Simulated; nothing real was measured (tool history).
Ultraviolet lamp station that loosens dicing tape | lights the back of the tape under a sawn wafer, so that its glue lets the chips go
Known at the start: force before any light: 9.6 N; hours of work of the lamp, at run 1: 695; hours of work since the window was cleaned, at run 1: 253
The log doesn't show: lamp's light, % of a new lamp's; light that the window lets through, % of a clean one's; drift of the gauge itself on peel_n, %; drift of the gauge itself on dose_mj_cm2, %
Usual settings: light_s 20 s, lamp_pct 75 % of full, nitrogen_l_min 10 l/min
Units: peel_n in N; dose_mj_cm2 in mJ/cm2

run	hour	light_s	lamp_pct	nitrogen_l_min	hours of work of the lamp	hours of work since the window was cleaned	peel_n	dose_mj_cm2
1	0	20	75	10	695	253	1.356	240
2	77.9	20	75	10	728	286	1.441	238
3	175.6	20	75	10	768	327	1.527	231
# hour 190.2: window cleaned of glue's vapour
4	258.6	20	75	10	803	29	1.614	226
5	317	20	75	10	827	53	1.631	222
6	373.9	20	75	10	851	77	1.7	215
7	449	20	74	10	882	108	1.715	214
8	489.6	20	75	10	899	125	1.629	212
9	537.9	20	89	10	919	145	1.288	251
# hour 572.2: window cleaned of glue's vapour, once more
10	581.4	20	89	10	937	4	0.977	285
11	626.3	20	63	10	956	23	1.859	200
12	688.2	20	63	10	982	48	1.932	199
13	786.2	39	75	10	1023	89	0.366	447
14	857.3	39	75	10	1052	119	0.389	443
15	955.9	18	80	10	1094	160	1.707	211
16	1013.6	18	96	6	1118	184	1.821	253
17	1112.5	12	96	16	1159	226	1.977	165
18	1191.5	22	75	10	1192	259	1.456	235
19	1251.3	16	75	3	1217	283	4.127	166
20	1349.7	16	75	3	1258	325	4.084	159
# hour 1370.9: window cleaned of glue's vapour
21	1443.4	16	75	3	1297	30	3.963	176
22	1501.8	16	75	3	1321	55	4.267	175
23	1601.2	16	75	3	1363	96	4.262	172

Some steps in peel_n between neighbouring runs. How much of each would the tool show without its hidden state too (settings, what came in, random variation), and how much is left for the hidden state, with any gauge scatter that isn't in both results?
Run 12 -> 13: light_s 20 -> 39, lamp_pct 63 -> 75. peel_n -1.566 N: hidden state -0.505, all else -1.061.
Run 14 -> 15: light_s 39 -> 18, lamp_pct 75 -> 80. peel_n +1.318 N: hidden state +0.561, all else +0.757.
Run 18 -> 19: light_s 22 -> 16, nitrogen_l_min 10 -> 3. peel_n +2.671 N: hidden state +0.515, all else +2.156.
